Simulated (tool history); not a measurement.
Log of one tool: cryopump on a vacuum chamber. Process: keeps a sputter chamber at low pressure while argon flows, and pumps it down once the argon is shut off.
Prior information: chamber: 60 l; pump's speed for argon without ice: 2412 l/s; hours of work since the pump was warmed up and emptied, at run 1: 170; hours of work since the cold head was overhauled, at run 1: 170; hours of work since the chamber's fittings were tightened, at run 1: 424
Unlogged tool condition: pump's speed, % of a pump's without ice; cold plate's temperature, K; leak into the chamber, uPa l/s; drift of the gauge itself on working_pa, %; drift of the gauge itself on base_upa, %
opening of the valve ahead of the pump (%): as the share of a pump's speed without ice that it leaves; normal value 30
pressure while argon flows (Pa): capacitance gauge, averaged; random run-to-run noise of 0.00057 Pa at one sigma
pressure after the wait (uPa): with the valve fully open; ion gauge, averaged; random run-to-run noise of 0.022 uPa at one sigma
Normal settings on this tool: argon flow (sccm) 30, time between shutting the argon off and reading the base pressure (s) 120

| run | day | argon flow (sccm) | time between shutting the argon off and reading the base pressure (s) | opening of the valve ahead of the pump (%) | hours of work since the pump was warmed up and emptied | hours of work since the cold head was overhauled | hours of work since the chamber's fittings were tightened | pressure while argon flows (Pa) | pressure after the wait (uPa) |
|---|---|---|---|---|---|---|---|---|---|
| 1 | 0.000 | 30 | 120 | 30 | 170 | 170 | 424 | 0.0707 | 0.61 |
| 2 | 0.575 | 30 | 120 | 30 | 182 | 182 | 435 | 0.0712 | 0.63 |
| 3 | 0.967 | 30 | 65 | 30 | 190 | 190 | 444 | 0.0713 | 1.02 |
| 4 | 1.729 | 30 | 65 | 30 | 206 | 206 | 459 | 0.0713 | 1.01 |
| 5 | 2.312 | 30 | 120 | 16 | 218 | 218 | 471 | 0.1332 | 0.63 |
| 6 | 3.033 | 30 | 120 | 16 | 233 | 233 | 486 | 0.1330 | 0.64 |
| 7 | 3.758 | 30 | 120 | 16 | 248 | 248 | 501 | 0.1338 | 0.69 |
| 8 | 4.183 | 30 | 120 | 16 | 257 | 257 | 510 | 0.1330 | 0.68 |
| 9 | 5.004 | 30 | 120 | 16 | 274 | 274 | 527 | 0.1331 | 0.67 |
| 10 | 5.683 | 30 | 120 | 16 | 288 | 288 | 541 | 0.1343 | 0.64 |
| 11 | 6.446 | 30 | 120 | 19 | 304 | 304 | 557 | 0.1134 | 0.68 |
| 12 | 6.804 | 30 | 120 | 30 | 311 | 311 | 564 | 0.0732 | 0.67 |
| 13 | 7.342 | 30 | 33 | 30 | 322 | 322 | 575 | 0.0733 | 1.83 |
| 14 | 8.067 | 21 | 120 | 30 | 337 | 337 | 590 | 0.0503 | 0.68 |
| 15 | 8.783 | 26 | 28 | 35 | 352 | 352 | 605 | 0.0548 | 2.13 |
| 16 | 9.567 | 26 | 28 | 35 | 368 | 368 | 621 | 0.0540 | 2.11 |
| 17 | 10.071 | 26 | 28 | 35 | 379 | 379 | 632 | 0.0555 | 2.06 |
| 18 | 10.712 | 26 | 28 | 25 | 392 | 392 | 645 | 0.0760 | 2.09 |
| 19 | 11.096 | 30 | 66 | 49 | 400 | 400 | 653 | 0.0472 | 1.03 |
| 20 | 11.525 | 14 | 67 | 47 | 409 | 409 | 662 | 0.0224 | 1.05 |
| 21 | 12.108 | 14 | 67 | 47 | 421 | 421 | 674 | 0.0218 | 1.02 |
| 22 | 12.504 | 50 | 63 | 20 | 429 | 429 | 682 | 0.1823 | 1.10 |
| 23 | 13.100 | 50 | 59 | 20 | 441 | 441 | 694 | 0.1817 | 1.15 |
| 24 | 13.925 | 30 | 68 | 25 | 458 | 458 | 711 | 0.0890 | 1.03 |
| 25 | 14.562 | 38 | 76 | 41 | 471 | 471 | 725 | 0.0716 | 0.92 |
| 26 | 15.033 | 38 | 76 | 41 | 481 | 481 | 734 | 0.0703 | 0.95 |
|  | 15.388 | pump warmed up, emptied and cooled again |
| 27 | 15.767 | 29 | 23 | 37 | 8 | 492 | 745 | 0.0560 | 2.55 |
| 28 | 16.204 | 21 | 120 | 24 | 17 | 501 | 754 | 0.0619 | 0.68 |

Below, some changes in pressure while argon flows (Pa) between adjacent runs. For each, the amount present without the hidden state too (settings, incoming material, random variation) and the amount remaining for the hidden state with gauge scatter not shared by both compared results:
Run 21 -> 22: argon flow (sccm) 14 -> 50, time between shutting the argon off and reading the base pressure (s) 67 -> 63, opening of the valve ahead of the pump (%) 47 -> 20. pressure while argon flows (Pa) +0.1605: hidden state +0.0046, all else +0.1559.
Run 23 -> 24: argon flow (sccm) 50 -> 30, time between shutting the argon off and reading the base pressure (s) 59 -> 68, opening of the valve ahead of the pump (%) 20 -> 25. pressure while argon flows (Pa) -0.0927: hidden state -0.0024, all else -0.0903.
Run 26 -> 27: argon flow (sccm) 38 -> 29, time between shutting the argon off and reading the base pressure (s) 76 -> 23, opening of the valve ahead of the pump (%) 41 -> 37, pump warmed up, emptied and cooled again. pressure while argon flows (Pa) -0.0143: hidden state -0.0052, all else -0.0091.

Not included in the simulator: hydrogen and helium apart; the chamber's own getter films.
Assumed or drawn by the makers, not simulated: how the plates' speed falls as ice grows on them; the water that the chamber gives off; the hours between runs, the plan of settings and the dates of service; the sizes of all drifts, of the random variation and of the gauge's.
